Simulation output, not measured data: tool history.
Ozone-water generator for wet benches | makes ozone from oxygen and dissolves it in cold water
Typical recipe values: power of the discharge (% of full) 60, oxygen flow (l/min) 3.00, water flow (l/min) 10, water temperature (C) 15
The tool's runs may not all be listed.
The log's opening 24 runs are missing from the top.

| run | hour | power of the discharge (% of full) | oxygen flow (l/min) | water flow (l/min) | water temperature (C) | dissolved ozone (ppm) | ozone in the gas ahead of the water (g/m3) |
|---|---|---|---|---|---|---|---|
|  | 832.8 | water thermometer calibrated |
| 25 | 860.4 | 60 | 4.40 | 8 | 15 | 22.7 | 156.3 |
| 26 | 898.2 | 42 | 4.40 | 15 | 15 | 10.8 | 121.6 |
| 27 | 936.6 | 70 | 2.05 | 10 | 18 | 17.9 | 222.2 |
| 28 | 981.7 | 80 | 4.46 | 7 | 8 | 35.1 | 187.0 |
| 29 | 1008.3 | 77 | 3.90 | 10 | 15 | 22.9 | 191.1 |
| 30 | 1046.2 | 90 | 3.90 | 10 | 12 | 26.3 | 214.8 |
| 31 | 1076.5 | 90 | 3.90 | 7 | 9 | 37.0 | 210.5 |
| 32 | 1100.5 | 90 | 3.90 | 7 | 21 | 28.9 | 213.6 |

3 options for the next run, each taken on its own from the tool as it stands now. Forecast them:
| A | 1145.1 | 57 | 2.63 | 7 | 18 | ? | ? |
| B | 1145.1 | 60 | 2.03 | 10 | 15 | ? | ? |
| C | 1145.1 | 90 | 5.26 | 12 | 9 | ? | ? |

| run | dissolved ozone (ppm) | ozone in the gas ahead of the water (g/m3) |
|---|---|---|
| A | 21.8 | 179.1 |
| B | 16.7 | 202.2 |
| C | 25.2 | 192.3 |
With the hidden condition removed and each run's random variation left untouched, the same runs would have given:
| run | dissolved ozone (ppm) | ozone in the gas ahead of the water (g/m3) |
|---|---|---|
| A | 23.4 | 186.9 |
| B | 18.1 | 211.4 |
| C | 27.7 | 204.0 |

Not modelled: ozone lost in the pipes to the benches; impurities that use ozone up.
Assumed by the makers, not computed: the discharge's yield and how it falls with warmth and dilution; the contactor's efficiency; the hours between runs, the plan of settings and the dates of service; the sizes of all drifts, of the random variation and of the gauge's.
